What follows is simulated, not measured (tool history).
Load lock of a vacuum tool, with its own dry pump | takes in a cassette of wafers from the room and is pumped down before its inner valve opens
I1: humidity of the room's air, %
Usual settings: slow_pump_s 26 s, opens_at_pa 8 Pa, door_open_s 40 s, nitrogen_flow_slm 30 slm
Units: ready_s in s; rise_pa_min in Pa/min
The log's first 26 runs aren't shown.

Run 27, hour 3414.1: usual settings but opens_at_pa 7 Pa, door_open_s 164 s; I1 46.8. Result: ready_s 50.4 s, rise_pa_min 0.058 Pa/min.
Run 28, hour 3583.1: usual settings but opens_at_pa 7 Pa, door_open_s 164 s; I1 42.8. Result: ready_s 51 s, rise_pa_min 0.051 Pa/min.
Run 29, hour 3744.4: usual settings but opens_at_pa 7 Pa, door_open_s 164 s; I1 43.2. Result: ready_s 51.1 s, rise_pa_min 0.055 Pa/min.
Run 30, hour 3823.6: usual settings but slow_pump_s 16 s, opens_at_pa 6 Pa, door_open_s 163 s; I1 45.8. Result: ready_s 43.4 s, rise_pa_min 0.058 Pa/min.
Run 31, hour 3913.6: usual settings but slow_pump_s 16 s, opens_at_pa 6 Pa, door_open_s 163 s; I1 43. Result: ready_s 43.9 s, rise_pa_min 0.053 Pa/min.
Run 32, hour 4049.2: usual settings but slow_pump_s 16 s, opens_at_pa 6 Pa, door_open_s 163 s; I1 46.3. Result: ready_s 43.6 s, rise_pa_min 0.055 Pa/min.
Run 33, hour 4177.5: usual settings but nitrogen_flow_slm 15 slm; I1 44.8. Result: ready_s 50.5 s, rise_pa_min 0.039 Pa/min.
Run 34, hour 4258.8: usual settings but slow_pump_s 36 s, opens_at_pa 7 Pa, nitrogen_flow_slm 38 slm; I1 43. Result: ready_s 59.4 s, rise_pa_min 0.03 Pa/min.

Forecast run 35:
Run 35, hour 4432.9: usual settings but slow_pump_s 36 s, opens_at_pa 7 Pa, nitrogen_flow_slm 38 slm; I1 44. Result: ready_s ?, rise_pa_min ?.

{"run 35": {"ready_s": 58.6, "rise_pa_min": 0.031}}
Without the tool's hidden state the same run would have given ready_s 58.6 s, rise_pa_min 0.03 Pa/min.

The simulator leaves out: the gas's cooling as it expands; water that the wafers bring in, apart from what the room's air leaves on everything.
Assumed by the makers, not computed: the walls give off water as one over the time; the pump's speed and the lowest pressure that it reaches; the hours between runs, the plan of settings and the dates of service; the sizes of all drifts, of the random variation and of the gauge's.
